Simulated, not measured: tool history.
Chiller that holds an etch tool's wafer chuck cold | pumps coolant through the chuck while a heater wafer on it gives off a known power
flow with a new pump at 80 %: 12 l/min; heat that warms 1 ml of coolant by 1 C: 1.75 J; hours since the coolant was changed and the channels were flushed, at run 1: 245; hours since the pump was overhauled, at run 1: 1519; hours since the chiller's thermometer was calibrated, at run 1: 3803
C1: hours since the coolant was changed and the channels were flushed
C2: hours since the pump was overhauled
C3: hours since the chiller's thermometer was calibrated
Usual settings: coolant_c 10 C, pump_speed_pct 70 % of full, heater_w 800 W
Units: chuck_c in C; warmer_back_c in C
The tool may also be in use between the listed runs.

Run 1, day 0: usual settings; C1 245; C2 1519; C3 3803. Result: chuck_c 18 C, warmer_back_c 2.79 C.
Run 2, day 2.012: usual settings; C1 293; C2 1568; C3 3851. Result: chuck_c 18.1 C, warmer_back_c 2.82 C.
Run 3, day 3.242: usual settings; C1 322; C2 1597; C3 3881. Result: chuck_c 18.2 C, warmer_back_c 2.77 C.
Run 4, day 4.258: usual settings; C1 347; C2 1622; C3 3905. Result: chuck_c 18.1 C, warmer_back_c 2.74 C.
Run 5, day 6.196: usual settings; C1 393; C2 1668; C3 3952. Result: chuck_c 18.1 C, warmer_back_c 2.76 C.
Run 6, day 8.046: usual settings; C1 438; C2 1713; C3 3996. Result: chuck_c 18.1 C, warmer_back_c 2.8 C.
Run 7, day 9.096: usual settings but coolant_c 8 C; C1 463; C2 1738; C3 4021. Result: chuck_c 16.1 C, warmer_back_c 2.76 C.
Run 8, day 10.038: usual settings but coolant_c 18 C; C1 486; C2 1760; C3 4044. Result: chuck_c 26.2 C, warmer_back_c 2.83 C.
Run 9, day 11.321: usual settings but coolant_c 18 C; C1 516; C2 1791; C3 4075. Result: chuck_c 26.1 C, warmer_back_c 2.87 C.
Run 10, day 12.221: usual settings but coolant_c 18 C; C1 538; C2 1813; C3 4096. Result: chuck_c 26.3 C, warmer_back_c 2.81 C.
Run 11, day 13.392: usual settings but coolant_c 18 C; C1 566; C2 1841; C3 4124. Result: chuck_c 26 C, warmer_back_c 2.79 C.
Run 12, day 14.908: usual settings but pump_speed_pct 85 % of full; C1 602; C2 1877; C3 4161. Result: chuck_c 16.6 C, warmer_back_c 2.23 C.
Run 13, day 16.167: usual settings but pump_speed_pct 85 % of full; C1 633; C2 1907; C3 4191. Result: chuck_c 16.8 C, warmer_back_c 2.31 C.
Run 14, day 18.154: usual settings but pump_speed_pct 85 % of full; C1 680; C2 1955; C3 4239. Result: chuck_c 17.1 C, warmer_back_c 2.26 C.
At day 18.371: chiller's thermometer calibrated.
Run 15, day 20.188: usual settings but coolant_c 7 C; C1 728; C2 2003; C3 44. Result: chuck_c 15.7 C, warmer_back_c 2.89 C.
Run 16, day 22.229: usual settings but coolant_c 7 C; C1 777; C2 2052; C3 93. Result: chuck_c 15.8 C, warmer_back_c 2.83 C.
Run 17, day 24.138: usual settings but coolant_c 15 C, pump_speed_pct 93 % of full, heater_w 427 W; C1 823; C2 2098; C3 138. Result: chuck_c 18.8 C, warmer_back_c 1.08 C.
Run 18, day 25.292: usual settings but coolant_c 11 C, pump_speed_pct 66 % of full, heater_w 1093 W; C1 851; C2 2126; C3 166. Result: chuck_c 23.7 C, warmer_back_c 4.14 C.
Run 19, day 26.192: usual settings but coolant_c 11 C, pump_speed_pct 66 % of full, heater_w 1093 W; C1 872; C2 2147; C3 188. Result: chuck_c 23.8 C, warmer_back_c 4.15 C.
Run 20, day 28.288: usual settings but coolant_c 11 C, pump_speed_pct 66 % of full, heater_w 1093 W; C1 923; C2 2197; C3 238. Result: chuck_c 23.6 C, warmer_back_c 4.14 C.
Run 21, day 29.817: usual settings but coolant_c 20 C, pump_speed_pct 90 % of full, heater_w 593 W; C1 959; C2 2234; C3 275. Result: chuck_c 25.3 C, warmer_back_c 1.7 C.
Run 22, day 31.546: usual settings but coolant_c 20 C, pump_speed_pct 69 % of full, heater_w 535 W; C1 1001; C2 2276; C3 316. Result: chuck_c 25.9 C, warmer_back_c 1.91 C.
Run 23, day 33.075: usual settings but coolant_c 20 C, pump_speed_pct 69 % of full, heater_w 535 W; C1 1037; C2 2312; C3 353. Result: chuck_c 26 C, warmer_back_c 1.93 C.
Run 24, day 35.242: usual settings but coolant_c 4 C, pump_speed_pct 78 % of full, heater_w 535 W; C1 1089; C2 2364; C3 405. Result: chuck_c 9.5 C, warmer_back_c 1.72 C.
Run 25, day 36.246: usual settings but coolant_c 13 C, pump_speed_pct 78 % of full, heater_w 535 W; C1 1113; C2 2388; C3 429. Result: chuck_c 18.4 C, warmer_back_c 1.73 C.
Run 26, day 38.275: usual settings but coolant_c 7 C, pump_speed_pct 90 % of full; C1 1162; C2 2437; C3 478. Result: chuck_c 13.9 C, warmer_back_c 2.2 C.
Run 27, day 39.779: usual settings but coolant_c 17 C, pump_speed_pct 71 % of full; C1 1198; C2 2473; C3 514. Result: chuck_c 25.7 C, warmer_back_c 2.86 C.
Run 28, day 41.812: usual settings but coolant_c 17 C, pump_speed_pct 71 % of full; C1 1247; C2 2522; C3 563. Result: chuck_c 25.8 C, warmer_back_c 2.88 C.
Run 29, day 42.908: usual settings but coolant_c 16 C, pump_speed_pct 71 % of full; C1 1273; C2 2548; C3 589. Result: chuck_c 24.7 C, warmer_back_c 2.83 C.
Run 30, day 44.704: usual settings but heater_w 586 W; C1 1317; C2 2591; C3 632. Result: chuck_c 16.5 C, warmer_back_c 2.1 C.
Run 31, day 45.779: usual settings but pump_speed_pct 92 % of full, heater_w 1060 W; C1 1342; C2 2617; C3 658. Result: chuck_c 19.4 C, warmer_back_c 2.88 C.
Run 32, day 47.317: usual settings but pump_speed_pct 72 % of full, heater_w 807 W; C1 1379; C2 2654; C3 695. Result: chuck_c 18.8 C, warmer_back_c 2.85 C.

Forecast each of these 4 alternatives for the next run:
Run A, day 48.754: usual settings but coolant_c 4 C, pump_speed_pct 68 % of full, heater_w 677 W; C1 1414; C2 2689; C3 729. Result: chuck_c ?, warmer_back_c ?.
Run B, day 48.754: usual settings but coolant_c 14 C, pump_speed_pct 97 % of full, heater_w 729 W; C1 1414; C2 2689; C3 729. Result: chuck_c ?, warmer_back_c ?.
Run C, day 48.754: usual settings but coolant_c 11 C, pump_speed_pct 60 % of full, heater_w 703 W; C1 1414; C2 2689; C3 729. Result: chuck_c ?, warmer_back_c ?.
Run D, day 48.754: usual settings but heater_w 422 W; C1 1414; C2 2689; C3 729. Result: chuck_c ?, warmer_back_c ?.

run  chuck_c  warmer_back_c
  A     11.7           2.52
  B       20           1.88
  C     20.2           3.06
  D     14.7           1.52
Without the tool's hidden state the same runs would have given:
run  chuck_c  warmer_back_c
  A     10.9           2.29
  B     19.4           1.71
  C     19.2           2.78
  D     14.3           1.38
